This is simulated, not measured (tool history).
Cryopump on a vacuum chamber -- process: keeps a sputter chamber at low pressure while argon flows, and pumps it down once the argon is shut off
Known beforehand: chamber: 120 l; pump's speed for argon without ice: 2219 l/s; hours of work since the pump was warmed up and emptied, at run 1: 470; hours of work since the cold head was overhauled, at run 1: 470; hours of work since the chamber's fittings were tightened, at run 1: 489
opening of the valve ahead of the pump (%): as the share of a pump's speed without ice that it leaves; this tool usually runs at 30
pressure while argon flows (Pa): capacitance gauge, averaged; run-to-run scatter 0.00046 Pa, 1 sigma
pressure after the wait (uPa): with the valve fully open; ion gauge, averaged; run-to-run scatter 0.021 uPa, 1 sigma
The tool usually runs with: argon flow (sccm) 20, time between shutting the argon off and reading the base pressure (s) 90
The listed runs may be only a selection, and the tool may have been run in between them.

run	hour	argon flow (sccm)	time between shutting the argon off and reading the base pressure (s)	opening of the valve ahead of the pump (%)	hours of work since the pump was warmed up and emptied	hours of work since the cold head was overhauled	hours of work since the chamber's fittings were tightened	pressure while argon flows (Pa)	pressure after the wait (uPa)
1	0	20	90	30	470	470	489	0.054	0.6
2	17.2	20	90	30	484	484	502	0.0543	0.64
3	32.6	20	90	42	496	496	514	0.0386	0.61
4	48.7	20	90	30	509	509	527	0.0535	0.62
5	59.6	20	90	56	517	517	536	0.0294	0.58
6	70.5	20	90	24	526	526	544	0.0672	0.61
7	78	20	90	24	532	532	550	0.0669	0.61
8	89.2	20	90	24	541	541	559	0.0666	0.61
9	101.6	20	24	24	551	551	569	0.0666	1.4
10	117.2	20	24	24	563	563	581	0.0671	1.35
11	133.8	23	24	24	576	576	594	0.0765	1.38
12	145.8	23	24	24	585	585	604	0.0774	1.38
13	162.6	23	24	22	599	599	617	0.0832	1.46
14	179.7	20	90	17	612	612	630	0.0928	0.61
15	187.4	20	90	23	618	618	636	0.07	0.62
16	199.6	20	90	30	628	628	646	0.0539	0.65
17	215	10	90	30	640	640	658	0.0266	0.65
18	224.3	17	39	30	647	647	665	0.0458	0.99
19	239	10	83	37	659	659	677	0.0225	0.65
20	254.3	10	83	37	671	671	689	0.0228	0.69
21	266.8	10	83	37	681	681	699	0.0225	0.7
22	278.8	13	77	15	690	690	708	0.0684	0.69
23	295.7	9	241	21	703	703	722	0.0345	0.49
24	305.6	9	241	21	711	711	729	0.0342	0.48
25	315.9	17	250	30	719	719	737	0.0463	0.46
26	332.2	17	250	30	732	732	750	0.0466	0.5
27	348	11	188	56	745	745	763	0.0176	0.55
28	361.1	20	141	55	755	755	773	0.0324	0.58
29	376.9	20	141	55	767	767	786	0.0315	0.61
30	390.3	28	141	55	778	778	796	0.0446	0.58
31	407.3	20	275	36	791	791	810	0.0464	0.47
32	422.3	15	23	36	803	803	821	0.0353	1.51
33	436.5	20	90	50	814	814	832	0.0355	0.71
34	449.2	9	34	34	824	824	843	0.0223	1.18

4 options for the next run, each taken on its own from the tool as it stands now. Forecast them:
A	462.8	15	90	26	835	835	853	?	?
B	462.8	30	60	28	835	835	853	?	?
C	462.8	20	129	16	835	835	853	?	?
D	462.8	21	44	32	835	835	853	?	?

run	pressure while argon flows (Pa)	pressure after the wait (uPa)
A	0.0474	0.69
B	0.0899	0.83
C	0.0999	0.64
D	0.0553	0.99
What these runs would have given with no unlogged condition in the tool:
run	pressure while argon flows (Pa)	pressure after the wait (uPa)
A	0.0437	0.41
B	0.0825	0.54
C	0.095	0.35
D	0.0501	0.7
